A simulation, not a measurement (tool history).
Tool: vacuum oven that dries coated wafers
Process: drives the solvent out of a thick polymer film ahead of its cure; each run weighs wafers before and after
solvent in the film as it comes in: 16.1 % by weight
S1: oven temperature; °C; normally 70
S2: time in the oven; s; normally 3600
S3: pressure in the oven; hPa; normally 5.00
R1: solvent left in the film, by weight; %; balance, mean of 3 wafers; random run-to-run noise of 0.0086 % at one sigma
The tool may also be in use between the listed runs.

{"run": 1, "day": 0.0, "S1": 70, "S2": 3600, "S3": 5.0, "R1": 0.774}
{"run": 2, "day": 0.579, "S1": 70, "S2": 3600, "S3": 5.0, "R1": 0.759}
{"run": 3, "day": 1.075, "S1": 70, "S2": 3600, "S3": 5.0, "R1": 0.747}
{"run": 4, "day": 1.754, "S1": 70, "S2": 3600, "S3": 5.0, "R1": 0.75}
{"run": 5, "day": 2.483, "S1": 58, "S2": 3600, "S3": 5.0, "R1": 3.338}
{"run": 6, "day": 2.838, "S1": 70, "S2": 3600, "S3": 5.0, "R1": 0.749}
{"run": 7, "day": 3.542, "S1": 70, "S2": 3600, "S3": 5.0, "R1": 0.785}
{"run": 8, "day": 4.133, "S1": 70, "S2": 3600, "S3": 5.0, "R1": 0.741}
{"run": 9, "day": 4.667, "S1": 70, "S2": 3600, "S3": 5.0, "R1": 0.751}
{"run": 10, "day": 5.425, "S1": 70, "S2": 3600, "S3": 5.0, "R1": 0.753}
{"run": 11, "day": 5.842, "S1": 70, "S2": 3600, "S3": 5.0, "R1": 0.757}
{"run": 12, "day": 6.267, "S1": 70, "S2": 3600, "S3": 5.0, "R1": 0.758}
{"run": 13, "day": 6.896, "S1": 62, "S2": 3600, "S3": 5.0, "R1": 2.239}
{"run": 14, "day": 7.479, "S1": 63, "S2": 3600, "S3": 5.0, "R1": 1.997}
{"run": 15, "day": 7.954, "S1": 71, "S2": 3600, "S3": 5.0, "R1": 0.649}
{"run": 16, "day": 8.579, "S1": 71, "S2": 3600, "S3": 5.0, "R1": 0.642}
{"run": 17, "day": 8.962, "S1": 71, "S2": 3600, "S3": 5.0, "R1": 0.642}
{"run": 18, "day": 9.446, "S1": 59, "S2": 3420, "S3": 2.83, "R1": 3.182}
{"run": 19, "day": 10.233, "S1": 57, "S2": 5160, "S3": 5.92, "R1": 2.177}
{"run": 20, "day": 10.908, "S1": 58, "S2": 5160, "S3": 5.92, "R1": 1.945}
{"run": 21, "day": 11.296, "S1": 70, "S2": 4080, "S3": 3.2, "R1": 0.508}
{"run": 22, "day": 12.004, "S1": 70, "S2": 2400, "S3": 2.91, "R1": 1.799}
{"run": 23, "day": 12.404, "S1": 84, "S2": 2400, "S3": 2.93, "R1": 0.184}
{"run": 24, "day": 12.879, "S1": 70, "S2": 2940, "S3": 2.63, "R1": 1.163}
{"run": 25, "day": 13.388, "S1": 60, "S2": 5100, "S3": 4.16, "R1": 1.478}
{"run": 26, "day": 14.162, "S1": 60, "S2": 2760, "S3": 4.16, "R1": 3.908}
{"run": 27, "day": 14.858, "S1": 82, "S2": 5340, "S3": 5.0, "R1": 0.085}
{"run": 28, "day": 15.579, "S1": 70, "S2": 3900, "S3": 7.0, "R1": 0.671}
{"run": 29, "day": 16.217, "S1": 58, "S2": 3900, "S3": 3.28, "R1": 2.917}
{"run": 30, "day": 16.796, "S1": 58, "S2": 3900, "S3": 3.28, "R1": 2.924}

4 options for the next run, each taken on its own from the tool as it stands now. Forecast them:
{"run": "A", "day": 17.467, "S1": 70, "S2": 2940, "S3": 12.34, "R1": "?"}
{"run": "B", "day": 17.467, "S1": 59, "S2": 2580, "S3": 13.14, "R1": "?"}
{"run": "C", "day": 17.467, "S1": 70, "S2": 2460, "S3": 5.0, "R1": "?"}
{"run": "D", "day": 17.467, "S1": 62, "S2": 1920, "S3": 3.28, "R1": "?"}

run=A R1=1.401
run=B R1=4.827
run=C R1=1.767
run=D R1=4.984
What these runs would have given with no unlogged condition in the tool:
run=A R1=1.401
run=B R1=4.828
run=C R1=1.767
run=D R1=4.985

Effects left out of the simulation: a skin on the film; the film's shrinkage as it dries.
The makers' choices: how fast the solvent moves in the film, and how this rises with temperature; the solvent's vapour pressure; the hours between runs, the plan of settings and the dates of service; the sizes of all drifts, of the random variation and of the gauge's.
